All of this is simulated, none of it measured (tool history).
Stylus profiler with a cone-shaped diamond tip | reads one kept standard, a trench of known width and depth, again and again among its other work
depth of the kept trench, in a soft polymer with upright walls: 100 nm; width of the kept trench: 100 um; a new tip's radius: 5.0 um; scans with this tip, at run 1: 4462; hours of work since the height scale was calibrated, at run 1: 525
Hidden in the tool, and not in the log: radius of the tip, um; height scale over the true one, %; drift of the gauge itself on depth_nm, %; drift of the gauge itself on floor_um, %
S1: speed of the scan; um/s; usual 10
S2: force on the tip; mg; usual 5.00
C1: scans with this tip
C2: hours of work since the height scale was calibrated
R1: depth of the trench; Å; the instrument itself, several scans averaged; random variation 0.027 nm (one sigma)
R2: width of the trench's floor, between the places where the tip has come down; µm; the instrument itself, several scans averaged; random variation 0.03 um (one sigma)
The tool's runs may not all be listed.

run,hour,S1,S2,C1,C2,R1,R2
1,0.0,10,5.00,4462,525,1021.5,97.55
2,44.0,10,5.00,4633,545,1022.1,97.54
3,69.3,10,6.12,4731,557,1024.9,97.55
4,90.7,10,6.12,4815,566,1024.7,97.50
5,139.2,10,6.12,5003,589,1024.6,97.52
6,180.2,10,6.12,5163,607,1024.4,97.48
7,210.0,10,6.12,5279,621,1024.2,97.46
8,259.7,28,5.00,5472,644,1021.0,97.43
9,306.8,10,2.61,5655,665,1012.7,97.41
10,328.8,10,2.61,5741,676,1012.9,97.42
11,357.3,36,2.61,5852,689,1012.8,97.31
12,392.5,36,2.61,5989,705,1012.9,97.24
13,440.7,36,2.61,6176,727,1012.7,97.21
14,465.3,9,2.86,6272,738,1013.6,97.39
15,512.1,9,2.86,6454,759,1013.8,97.37
16,544.9,4,9.19,6582,774,1032.7,97.42
17,584.0,34,2.07,6734,792,1010.5,97.18
18,605.9,34,8.08,6819,802,1029.1,97.27
19,630.4,2,9.41,6914,814,1033.4,97.39
20,651.0,2,9.41,6994,823,1032.5,97.37
# hour 668.5: height scale calibrated on a step standard
21,695.1,6,1.93,7164,12,1012.5,97.34
22,717.7,12,2.65,7252,23,1014.9,97.29
23,744.4,8,3.68,7356,35,1018.8,97.38
24,787.2,8,14.62,7522,54,1047.2,97.32
25,812.0,8,14.62,7619,66,1047.3,97.34
26,860.4,27,2.43,7807,88,1014.1,97.23

3 ways to go on from here, each from the tool as it stands after run 26. What would each give?
A,887.8,3,9.87,7914,100,?,?
B,887.8,10,1.85,7914,100,?,?
C,887.8,9,8.88,7914,100,?,?

run,R1,R2
A,1036.4,97.28
B,1011.5,97.23
C,1033.6,97.25
Without the tool's hidden state the same runs would have given:
run,R1,R2
A,1036.6,98.00
B,1011.7,97.95
C,1033.9,97.97
